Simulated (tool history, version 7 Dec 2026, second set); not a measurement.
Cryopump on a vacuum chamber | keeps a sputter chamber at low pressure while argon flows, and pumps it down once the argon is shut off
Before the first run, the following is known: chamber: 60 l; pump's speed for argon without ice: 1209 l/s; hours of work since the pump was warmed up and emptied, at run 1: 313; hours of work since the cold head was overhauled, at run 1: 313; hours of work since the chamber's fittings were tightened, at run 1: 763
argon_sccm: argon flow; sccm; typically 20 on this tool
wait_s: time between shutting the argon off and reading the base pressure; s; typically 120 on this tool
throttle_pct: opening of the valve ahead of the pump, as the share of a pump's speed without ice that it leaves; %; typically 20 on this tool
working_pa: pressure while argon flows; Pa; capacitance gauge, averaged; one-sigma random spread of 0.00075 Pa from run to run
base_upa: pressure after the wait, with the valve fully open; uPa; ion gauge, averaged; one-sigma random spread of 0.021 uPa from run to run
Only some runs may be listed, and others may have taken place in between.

| run | hour | argon_sccm | wait_s | throttle_pct | hours of work since the pump was warmed up and emptied | hours of work since the cold head was overhauled | hours of work since the chamber's fittings were tightened | working_pa | base_upa |
|---|---|---|---|---|---|---|---|---|---|
| 1 | 0 | 20 | 120 | 20 | 313 | 313 | 763 | 0.145 | 0.76 |
| 2 | 22.6 | 20 | 120 | 20 | 329 | 329 | 779 | 0.1459 | 0.75 |
| 3 | 45.8 | 20 | 120 | 20 | 346 | 346 | 796 | 0.1468 | 0.75 |
| 4 | 68 | 37 | 120 | 20 | 362 | 362 | 812 | 0.2696 | 0.75 |
| 5 | 100.5 | 20 | 120 | 20 | 385 | 385 | 835 | 0.147 | 0.77 |
| 6 | 132.3 | 20 | 120 | 20 | 408 | 408 | 858 | 0.1485 | 0.77 |
| 7 | 162.2 | 11 | 120 | 20 | 429 | 429 | 879 | 0.081 | 0.77 |
| 8 | 195 | 20 | 114 | 20 | 453 | 453 | 903 | 0.1479 | 0.81 |
|  | 206.2 | pump warmed up, emptied and cooled again |
| 9 | 232.3 | 20 | 114 | 20 | 19 | 476 | 926 | 0.141 | 0.74 |
| 10 | 258.9 | 20 | 114 | 20 | 38 | 495 | 945 | 0.1404 | 0.71 |
| 11 | 286.2 | 20 | 114 | 20 | 57 | 515 | 965 | 0.141 | 0.75 |
| 12 | 311.1 | 10 | 120 | 20 | 75 | 533 | 983 | 0.0699 | 0.7 |
| 13 | 333.6 | 10 | 120 | 20 | 91 | 549 | 999 | 0.0709 | 0.7 |
| 14 | 362.2 | 10 | 120 | 20 | 112 | 569 | 1019 | 0.072 | 0.74 |
| 15 | 393.9 | 20 | 120 | 20 | 135 | 592 | 1042 | 0.1426 | 0.74 |
| 16 | 423.6 | 26 | 120 | 20 | 156 | 613 | 1063 | 0.1869 | 0.76 |
| 17 | 438.7 | 26 | 120 | 20 | 167 | 624 | 1074 | 0.1863 | 0.76 |
| 18 | 459.2 | 32 | 207 | 42 | 182 | 639 | 1089 | 0.1128 | 0.67 |
| 19 | 491.1 | 25 | 31 | 26 | 204 | 662 | 1112 | 0.1404 | 1.33 |
| 20 | 510.8 | 20 | 216 | 20 | 219 | 676 | 1126 | 0.1449 | 0.66 |
| 21 | 542.4 | 20 | 216 | 20 | 241 | 699 | 1149 | 0.1457 | 0.72 |
| 22 | 565.9 | 20 | 216 | 20 | 258 | 715 | 1165 | 0.1453 | 0.71 |
| 23 | 592 | 8 | 216 | 52 | 277 | 734 | 1184 | 0.0229 | 0.73 |
| 24 | 613.6 | 8 | 216 | 52 | 292 | 750 | 1200 | 0.0239 | 0.75 |
| 25 | 643.4 | 8 | 216 | 52 | 314 | 771 | 1221 | 0.0248 | 0.73 |
| 26 | 676.1 | 8 | 216 | 52 | 337 | 794 | 1244 | 0.0244 | 0.76 |
| 27 | 701.2 | 9 | 120 | 20 | 355 | 812 | 1262 | 0.0663 | 0.88 |
| 28 | 724.1 | 9 | 120 | 20 | 372 | 829 | 1279 | 0.067 | 0.86 |
| 29 | 744.3 | 17 | 120 | 31 | 386 | 843 | 1293 | 0.0841 | 0.88 |
| 30 | 775.6 | 17 | 120 | 31 | 409 | 866 | 1316 | 0.0842 | 0.87 |
| 31 | 803.9 | 17 | 120 | 31 | 429 | 886 | 1336 | 0.0862 | 0.9 |
| 32 | 832.7 | 11 | 120 | 28 | 449 | 907 | 1357 | 0.0606 | 0.94 |
|  | 849.2 | pump warmed up, emptied and cooled again |
| 33 | 868.7 | 11 | 42 | 20 | 14 | 929 | 1379 | 0.0777 | 1.12 |
| 34 | 890.7 | 25 | 120 | 27 | 30 | 945 | 1395 | 0.1303 | 0.78 |

Describe how what the log doesn't record of the tool's condition differs between the last listed run preceding each entry between runs and the first listed run following it.
After run 8, before run 9: pump warmed up, emptied and cooled again (hour 206.2)
  pump's speed, % of a pump's without ice: 76.5 -> 97.6; cold plate's temperature, K: 12.33 -> 12.34; leak into the chamber, uPa l/s: 563 -> 567
  measured result minus the result with no hidden state, working_pa: +0.0087 -> +0.0009 Pa; base_upa: +0.36 -> +0.24 uPa
After run 32, before run 33: pump warmed up, emptied and cooled again (hour 849.2)
  pump's speed, % of a pump's without ice: 73.4 -> 98.8; cold plate's temperature, K: 12.49 -> 12.5; leak into the chamber, uPa l/s: 644 -> 648
  measured result minus the result with no hidden state, working_pa: +0.0058 -> +0.0004 Pa; base_upa: +0.48 -> +0.3 uPa
